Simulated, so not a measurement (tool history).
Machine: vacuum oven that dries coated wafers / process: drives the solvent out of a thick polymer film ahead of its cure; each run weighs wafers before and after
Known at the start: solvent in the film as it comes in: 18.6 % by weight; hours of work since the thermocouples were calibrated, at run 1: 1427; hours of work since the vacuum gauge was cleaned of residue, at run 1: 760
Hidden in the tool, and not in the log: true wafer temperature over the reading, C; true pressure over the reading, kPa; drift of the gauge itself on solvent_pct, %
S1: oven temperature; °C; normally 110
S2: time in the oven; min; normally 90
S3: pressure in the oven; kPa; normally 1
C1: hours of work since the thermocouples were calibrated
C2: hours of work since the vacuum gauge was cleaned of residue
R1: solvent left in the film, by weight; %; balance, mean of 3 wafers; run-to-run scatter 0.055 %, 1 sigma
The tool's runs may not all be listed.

run	hour	S1	S2	S3	C1	C2	R1
1	0	110	90	1	1427	760	3.85
2	43.2	110	90	1	1453	786	3.93
3	101.9	110	90	1	1488	821	3.91
4	134.9	110	90	1	1508	841	3.87
5	171.6	110	90	1	1531	864	3.85
6	223.9	110	109	1	1562	895	3.13
7	274.6	110	90	0.8	1593	926	3.82
8	309	110	90	0.8	1614	947	3.75
9	367.9	107	62	1.36	1649	983	7.22
10	423.6	107	62	1.36	1683	1016	7.18
11	471.8	110	90	2.25	1712	1045	4.95
12	531	114	100	1	1748	1081	2.37
# hour 547.4: oven's thermocouples calibrated
13	559	115	90	1.41	7	1097	2.38

Predict each of these 5 candidate next runs independently; none follows another, all start after run 13:
A	612.8	99	92	1	40	1130	?
B	612.8	115	48	1.41	40	1130	?
C	612.8	115	90	1.01	40	1130	?
D	612.8	115	90	1.32	40	1130	?
E	612.8	121	57	1.8	40	1130	?

run	R1
A	7.32
B	4.97
C	2.14
D	2.37
E	2.78
What these runs would have given with no unlogged condition in the tool:
run	R1
A	7.21
B	4.89
C	2.06
D	2.29
E	2.7
